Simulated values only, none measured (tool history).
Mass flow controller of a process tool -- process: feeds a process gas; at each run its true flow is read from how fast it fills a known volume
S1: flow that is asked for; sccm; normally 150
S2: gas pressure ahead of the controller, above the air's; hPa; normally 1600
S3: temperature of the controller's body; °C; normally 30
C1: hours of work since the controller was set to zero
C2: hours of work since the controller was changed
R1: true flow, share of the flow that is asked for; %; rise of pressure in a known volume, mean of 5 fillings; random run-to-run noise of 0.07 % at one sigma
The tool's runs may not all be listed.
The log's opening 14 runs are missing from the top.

Run 15, hour 925.1: usual settings but S3 25 °C; C1 2985; C2 2985. Result: R1 99.50 %.
Run 16, hour 973.4: usual settings but S3 25 °C; C1 3017; C2 3017. Result: R1 99.57 %.
Run 17, hour 1051.5: usual settings; C1 3068; C2 3068. Result: R1 99.37 %.
Run 18, hour 1127.9: usual settings but S3 25 °C; C1 3118; C2 3118. Result: R1 99.67 %.
Run 19, hour 1189.4: usual settings but S1 136 sccm, S3 33 °C; C1 3159; C2 3159. Result: R1 99.14 %.
At hour 1197.4: controller's zero set anew.
Run 20, hour 1227.8: usual settings but S1 52 sccm, S3 32 °C; C1 20; C2 3183. Result: R1 102.00 %.
Run 21, hour 1281.9: usual settings but S1 98 sccm, S2 1540 hPa, S3 29 °C; C1 55; C2 3219. Result: R1 100.38 %.
Run 22, hour 1343.8: usual settings but S1 98 sccm, S2 1540 hPa, S3 29 °C; C1 96; C2 3260. Result: R1 100.47 %.
Run 23, hour 1414.2: usual settings but S1 91 sccm, S2 2720 hPa, S3 22 °C; C1 142; C2 3306. Result: R1 100.46 %.
Run 24, hour 1501.8: usual settings but S1 99 sccm, S2 2300 hPa; C1 200; C2 3363. Result: R1 100.28 %.
Run 25, hour 1550.8: usual settings but S2 1620 hPa, S3 37 °C; C1 232; C2 3395. Result: R1 99.61 %.
Run 26, hour 1607.6: usual settings but S1 63 sccm, S2 1410 hPa, S3 38 °C; C1 269; C2 3433. Result: R1 101.20 %.
Run 27, hour 1683.8: usual settings but S2 2390 hPa, S3 27 °C; C1 319; C2 3483. Result: R1 100.06 %.
At hour 1735.1: controller's zero set anew, once more.
Run 28, hour 1773.6: usual settings but S1 152 sccm, S2 1550 hPa, S3 32 °C; C1 25; C2 3541. Result: R1 98.42 %.
Run 29, hour 1861.1: usual settings but S1 171 sccm, S2 2220 hPa, S3 28 °C; C1 83; C2 3599. Result: R1 98.66 %.
Run 30, hour 1913.5: usual settings but S1 63 sccm, S2 2130 hPa, S3 26 °C; C1 117; C2 3633. Result: R1 98.21 %.
Run 31, hour 2002.3: usual settings but S1 263 sccm, S2 2780 hPa; C1 175; C2 3692. Result: R1 98.82 %.
Run 32, hour 2065.2: usual settings but S1 263 sccm, S2 2780 hPa; C1 217; C2 3733. Result: R1 98.87 %.
Run 33, hour 2136.6: usual settings but S1 263 sccm, S2 2780 hPa; C1 264; C2 3780. Result: R1 98.76 %.
Run 34, hour 2230.8: usual settings but S1 263 sccm, S2 2780 hPa; C1 325; C2 3842. Result: R1 98.87 %.
Run 35, hour 2305.8: usual settings but S1 263 sccm, S2 2780 hPa; C1 375; C2 3891. Result: R1 98.82 %.

Here are 5 independent what-if runs from the current tool condition. What would each one return?
Run A, hour 2383.8: usual settings but S1 75 sccm, S2 2660 hPa, S3 37 °C; C1 426; C2 3942. Result: R1 ?.
Run B, hour 2383.8: usual settings but S1 365 sccm, S2 2290 hPa; C1 426; C2 3942. Result: R1 ?.
Run C, hour 2383.8: usual settings but S2 2000 hPa, S3 22 °C; C1 426; C2 3942. Result: R1 ?.
Run D, hour 2383.8: usual settings but S1 184 sccm, S2 1780 hPa; C1 426; C2 3942. Result: R1 ?.
Run E, hour 2383.8: usual settings but S1 69 sccm, S2 2490 hPa, S3 29 °C; C1 426; C2 3942. Result: R1 ?.

run     R1
  A  97.67
  B  99.74
  C  99.11
  D  98.90
  E  98.14
Without the tool's unlogged condition, the same runs would have read:
run     R1
  A  96.69
  B  98.99
  C  98.27
  D  98.10
  E  97.13
